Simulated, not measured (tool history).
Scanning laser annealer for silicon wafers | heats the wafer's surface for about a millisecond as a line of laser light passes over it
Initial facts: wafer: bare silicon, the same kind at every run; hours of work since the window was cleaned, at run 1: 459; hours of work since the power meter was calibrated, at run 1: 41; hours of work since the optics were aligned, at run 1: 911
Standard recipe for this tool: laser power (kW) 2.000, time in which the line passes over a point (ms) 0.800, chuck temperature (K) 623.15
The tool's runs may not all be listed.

run     day  laser power (kW)  time in which the line passes over a point (ms)  chuck temperature (K)  hours of work since the window was cleaned  hours of work since the power meter was calibrated  hours of work since the optics were aligned  highest temperature of the surface (K)
  1   0.000             2.000                                            0.800                 623.15                                         459                                                  41                                          911                                 1302.15
  2   0.862             2.000                                            0.800                 623.15                                         472                                                  54                                          924                                 1300.15
  3   1.404             2.000                                            0.800                 623.15                                         480                                                  61                                          931                                 1299.15
  4   1.858             2.000                                            0.636                 623.15                                         486                                                  68                                          938                                 1215.15
  5   2.538             2.000                                            0.636                 623.15                                         496                                                  78                                          948                                 1213.15
  6   3.338             2.000                                            0.560                 623.15                                         508                                                  89                                          959                                 1169.15
  7   4.188             2.000                                            0.560                 596.15                                         520                                                 102                                          971                                 1145.15
  8   4.775             2.000                                            0.560                 596.15                                         528                                                 110                                          980                                 1145.15
  9   5.550             2.000                                            0.560                 596.15                                         539                                                 121                                          991                                 1142.15
 10   6.400             2.000                                            0.560                 596.15                                         552                                                 133                                         1003                                 1141.15
 11   7.183             2.000                                            0.620                 623.15                                         563                                                 145                                         1015                                 1202.15
 12   7.988             2.000                                            0.800                 623.15                                         575                                                 156                                         1026                                 1300.15
 13   8.362             2.000                                            0.800                 623.15                                         580                                                 162                                         1032                                 1292.15
 14   9.067             2.174                                            0.800                 625.15                                         590                                                 172                                         1042                                 1368.15
 15   9.446             2.000                                            0.772                 602.15                                         596                                                 177                                         1047                                 1260.15
 16  10.121             2.000                                            0.772                 602.15                                         605                                                 187                                         1057                                 1257.15
     10.258  -- window over the wafer cleaned
 17  10.958             1.810                                            0.889                 649.15                                          10                                                 198                                         1068                                 1276.15
 18  11.358             1.810                                            0.889                 649.15                                          16                                                 204                                         1074                                 1276.15
 19  11.754             1.810                                            0.889                 649.15                                          22                                                 209                                         1079                                 1275.15
 20  12.454             1.810                                            0.889                 649.15                                          32                                                 219                                         1089                                 1276.15
 21  13.238             1.769                                            0.800                 633.15                                          43                                                 231                                         1101                                 1209.15
 22  13.729             1.769                                            0.800                 633.15                                          50                                                 238                                         1108                                 1204.15
 23  14.450             1.769                                            0.800                 633.15                                          60                                                 248                                         1118                                 1208.15
     14.996  -- window over the wafer cleaned, once more
 24  15.092             2.000                                            0.800                 634.15                                           1                                                 256                                         1126                                 1328.15
 25  15.638             2.002                                            0.800                 654.15                                           9                                                 264                                         1134                                 1345.15
 26  16.325             2.002                                            0.800                 654.15                                          19                                                 274                                         1144                                 1344.15

Consider 5 possible next runs. They are alternatives, not a sequence: every one starts from the tool as it was left by run 26. What does each give?
  A  17.025             2.167                                            0.800                 623.15                                          29                                                 284                                         1154                                       ?
  B  17.025             2.188                                            0.577                 623.15                                          29                                                 284                                         1154                                       ?
  C  17.025             1.944                                            0.800                 594.15                                          29                                                 284                                         1154                                       ?
  D  17.025             2.002                                            0.932                 654.15                                          29                                                 284                                         1154                                       ?
  E  17.025             2.022                                            0.800                 623.15                                          29                                                 284                                         1154                                       ?

run  highest temperature of the surface (K)
  A                                 1383.15
  B                                 1256.15
  C                                 1264.15
  D                                 1410.15
  E                                 1322.15
Take away the tool's hidden state, keep each run's random variation, and the runs would have read:
run  highest temperature of the surface (K)
  A                                 1401.15
  B                                 1271.15
  C                                 1280.15
  D                                 1428.15
  E                                 1338.15
